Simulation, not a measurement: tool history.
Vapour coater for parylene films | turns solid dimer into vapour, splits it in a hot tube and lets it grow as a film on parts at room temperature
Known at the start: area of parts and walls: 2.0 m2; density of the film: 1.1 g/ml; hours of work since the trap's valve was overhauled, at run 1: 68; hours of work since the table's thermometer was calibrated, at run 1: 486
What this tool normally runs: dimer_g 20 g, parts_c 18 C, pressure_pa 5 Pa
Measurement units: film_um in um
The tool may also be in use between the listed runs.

run,day,dimer_g,parts_c,pressure_pa,hours of work since the trap's valve was overhauled,hours of work since the table's thermometer was calibrated,film_um
1,0,20,18,5,68,486,5.11
2,2.204,20,18,5,90,508,5.07
3,3.85,29,18,5,107,525,7.19
4,5.254,20,18,5,121,539,5.03
5,7.462,20,18,4.62,143,561,5
6,10.029,20,18,5,169,587,4.81
7,12.338,20,25,5,192,610,3.76
8,14.858,20,25,5,217,635,3.74
9,15.896,20,25,5,227,646,3.79
10,17.592,10,25,5,244,663,1.86
# day 17.796: table's thermometer calibrated
11,19.2,10,25,5,260,14,1.84
# day 19.971: trap's valve overhauled
12,20.446,10,25,5,5,25,2.04
13,22.354,10,25,5,24,44,2.05
14,23.45,10,26,5,35,55,1.97
15,25.325,10,26,5,54,74,2
# day 26.967: table's thermometer calibrated, once more
16,27.246,10,26,5,72,3,1.95
17,28.4,10,26,5,84,14,1.93
18,29.788,27,16,5,98,28,7.19
19,31.708,9,17,10.27,117,48,2.1
20,33.271,9,17,10.27,133,63,2.07
21,34.338,24,17,10.27,144,74,5.57
22,35.467,20,17,4.73,155,85,5.1
23,37.583,13,12,11.23,176,106,3.52
24,39.379,13,12,11.23,194,124,3.48
25,41.017,34,18,2.11,210,141,8.95
26,43.217,28,12,2.11,232,163,9.05
27,44.342,13,19,8.22,244,174,2.84
# day 46.633: trap's valve overhauled
28,46.75,10,19,3.56,1,197,2.61
29,49.179,9,21,5,26,221,2.13
30,50.821,9,21,5,42,237,2.07
31,51.908,9,10,2.36,53,248,3.31

Describe how what the log doesn't record of the tool's condition differs between the last listed run preceding each entry between runs and the first listed run following it.
After run 10, before run 11: table's thermometer calibrated (day 17.796)
  vapour lost through the trap's worn valve, %: 11 -> 11.7; true temperature of the parts over the reading, C: -0.29 -> -0.43
  measured less the result without the state, film_um: -0.2 -> -0.22 um
After run 11, before run 12: trap's valve overhauled (day 19.971)
  vapour lost through the trap's worn valve, %: 11.7 -> 0.6; true temperature of the parts over the reading, C: -0.43 -> -0.44
  measured less the result without the state, film_um: -0.22 -> +0.02 um
After run 15, before run 16: table's thermometer calibrated, once more (day 26.967)
  vapour lost through the trap's worn valve, %: 2.7 -> 3.5; true temperature of the parts over the reading, C: -0.48 -> -0.01
  measured less the result without the state, film_um: -0.02 -> -0.07 um
After run 27, before run 28: trap's valve overhauled (day 46.633)
  vapour lost through the trap's worn valve, %: 10.6 -> 0.6; true temperature of the parts over the reading, C: -0.13 -> -0.14
  measured less the result without the state, film_um: -0.32 -> +0 um
